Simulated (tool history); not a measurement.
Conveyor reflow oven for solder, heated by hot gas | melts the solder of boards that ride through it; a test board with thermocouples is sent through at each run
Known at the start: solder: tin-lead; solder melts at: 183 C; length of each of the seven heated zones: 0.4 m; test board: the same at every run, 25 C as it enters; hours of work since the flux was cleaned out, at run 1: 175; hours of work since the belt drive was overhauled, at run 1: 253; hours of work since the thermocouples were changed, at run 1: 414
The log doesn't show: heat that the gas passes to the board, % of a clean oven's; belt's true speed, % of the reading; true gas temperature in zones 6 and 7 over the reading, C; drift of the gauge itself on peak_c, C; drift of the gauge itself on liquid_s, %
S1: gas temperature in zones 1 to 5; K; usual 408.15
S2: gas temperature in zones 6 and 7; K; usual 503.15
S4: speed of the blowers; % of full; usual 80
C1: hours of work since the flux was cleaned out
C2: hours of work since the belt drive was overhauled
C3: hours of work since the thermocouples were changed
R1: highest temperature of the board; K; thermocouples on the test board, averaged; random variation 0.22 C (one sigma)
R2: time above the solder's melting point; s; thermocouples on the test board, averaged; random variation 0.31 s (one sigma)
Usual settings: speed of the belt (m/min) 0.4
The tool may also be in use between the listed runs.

run 1 day=0 | S1=408.15 S2=503.15 speed_of_the_belt_(m/min)=0.4 S4=80 | C1=175 C2=253 C3=414 | R1=490.85 R2=90.7
run 2 day=0.175 | S1=397.15 S2=503.15 speed_of_the_belt_(m/min)=0.4 S4=80 | C1=178 C2=256 C3=417 | R1=489.55 R2=84.3
run 3 day=0.554 | S1=397.15 S2=503.15 speed_of_the_belt_(m/min)=0.4 S4=80 | C1=184 C2=262 C3=423 | R1=489.45 R2=84.3
run 4 day=0.854 | S1=397.15 S2=503.15 speed_of_the_belt_(m/min)=0.4 S4=80 | C1=188 C2=267 C3=427 | R1=489.35 R2=83.9
run 5 day=1.108 | S1=397.15 S2=503.15 speed_of_the_belt_(m/min)=0.4 S4=80 | C1=192 C2=271 C3=431 | R1=489.45 R2=84.1
run 6 day=1.512 | S1=408.15 S2=503.15 speed_of_the_belt_(m/min)=0.4 S4=80 | C1=199 C2=277 C3=438 | R1=490.15 R2=91.3
run 7 day=1.733 | S1=408.15 S2=503.15 speed_of_the_belt_(m/min)=0.4 S4=75 | C1=202 C2=280 C3=441 | R1=489.25 R2=89.7
run 8 day=2.029 | S1=408.15 S2=503.15 speed_of_the_belt_(m/min)=0.4 S4=75 | C1=207 C2=285 C3=446 | R1=490.05 R2=89.1
run 9 day=2.3 | S1=408.15 S2=503.15 speed_of_the_belt_(m/min)=0.4 S4=75 | C1=211 C2=289 C3=450 | R1=489.25 R2=89.1
run 10 day=2.521 | S1=408.15 S2=503.15 speed_of_the_belt_(m/min)=0.4 S4=80 | C1=214 C2=293 C3=453 | R1=491.05 R2=90.9
run 11 day=2.812 | S1=408.15 S2=503.15 speed_of_the_belt_(m/min)=0.4 S4=80 | C1=219 C2=297 C3=458 | R1=490.35 R2=90.8
run 12 day=3.038 | S1=408.15 S2=511.15 speed_of_the_belt_(m/min)=0.4 S4=80 | C1=223 C2=301 C3=461 | R1=497.15 R2=97.7
run 13 day=3.312 | S1=408.15 S2=511.15 speed_of_the_belt_(m/min)=0.4 S4=80 | C1=227 C2=305 C3=466 | R1=497.65 R2=98.1
run 14 day=3.667 | S1=408.15 S2=503.15 speed_of_the_belt_(m/min)=0.377 S4=80 | C1=232 C2=311 C3=471 | R1=491.85 R2=98.6
run 15 day=3.875 | S1=408.15 S2=508.15 speed_of_the_belt_(m/min)=0.4 S4=80 | C1=236 C2=314 C3=474 | R1=495.35 R2=95.2
run 16 day=4.038 | S1=408.15 S2=508.15 speed_of_the_belt_(m/min)=0.4 S4=80 | C1=238 C2=316 C3=477 | R1=494.55 R2=95.2
run 17 day=4.412 | S1=403.15 S2=503.15 speed_of_the_belt_(m/min)=0.4 S4=80 | C1=244 C2=322 C3=483 | R1=489.75 R2=87.1

The next listed run, before its measurement:
run 18 day=4.762 | S1=403.15 S2=503.15 speed_of_the_belt_(m/min)=0.4 S4=80 | C1=249 C2=328 C3=488 | R1=? R2=?

{"run 18": {"R1": 489.45, "R2": 87}}
Without the tool's hidden state the same run would have given R1 492.45 K, R2 90.9 s.

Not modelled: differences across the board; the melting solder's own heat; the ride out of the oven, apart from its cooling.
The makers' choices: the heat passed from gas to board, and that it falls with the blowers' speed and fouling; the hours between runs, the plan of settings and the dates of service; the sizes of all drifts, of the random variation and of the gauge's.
